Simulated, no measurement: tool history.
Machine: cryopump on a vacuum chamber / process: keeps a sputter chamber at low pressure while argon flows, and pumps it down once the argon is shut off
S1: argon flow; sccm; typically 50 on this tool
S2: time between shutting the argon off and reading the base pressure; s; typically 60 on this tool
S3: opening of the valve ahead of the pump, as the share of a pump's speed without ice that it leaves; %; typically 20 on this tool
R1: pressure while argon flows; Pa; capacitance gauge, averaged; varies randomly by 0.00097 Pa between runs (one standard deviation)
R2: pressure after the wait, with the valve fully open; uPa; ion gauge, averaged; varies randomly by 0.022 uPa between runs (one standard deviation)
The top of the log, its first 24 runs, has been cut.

run   hour  S1   S2  S3      R1    R2
 25  554.4  70   48  47  0.1317  1.84
 26  574.8  70   48  47  0.1313  1.90
 27  598.0  70   48  47  0.1321  1.89
 28  610.9  94   70  43  0.1918  1.67
 29  623.8  50  160  20  0.2137  1.56
     643.1  -- leaking fittings of the chamber tightened, without venting
 30  657.5  50  160  20  0.2146  0.37
 31  678.8  75   60  20  0.3211  0.60
 32  691.6  75   60  20  0.3219  0.65
 33  708.9  75   60  20  0.3214  0.56
     724.3  -- pump warmed up, emptied and cooled again
 34  745.2  60   77  18  0.2773  0.52

Each row is a separate what-if for the run after 34, all from the same tool condition, not one after another. Results?
  A  774.5  60   86  40   ?   ?
  B  774.5  39  280  18   ?   ?
  C  774.5  25  184  15   ?   ?
  D  774.5  32   72  21   ?   ?

run      R1    R2
  A  0.1262  0.51
  B  0.1806  0.31
  C  0.1389  0.36
  D  0.1259  0.55
Without the tool's hidden state the same runs would have given:
run      R1    R2
  A  0.1248  0.43
  B  0.1797  0.24
  C  0.1383  0.29
  D  0.1251  0.47
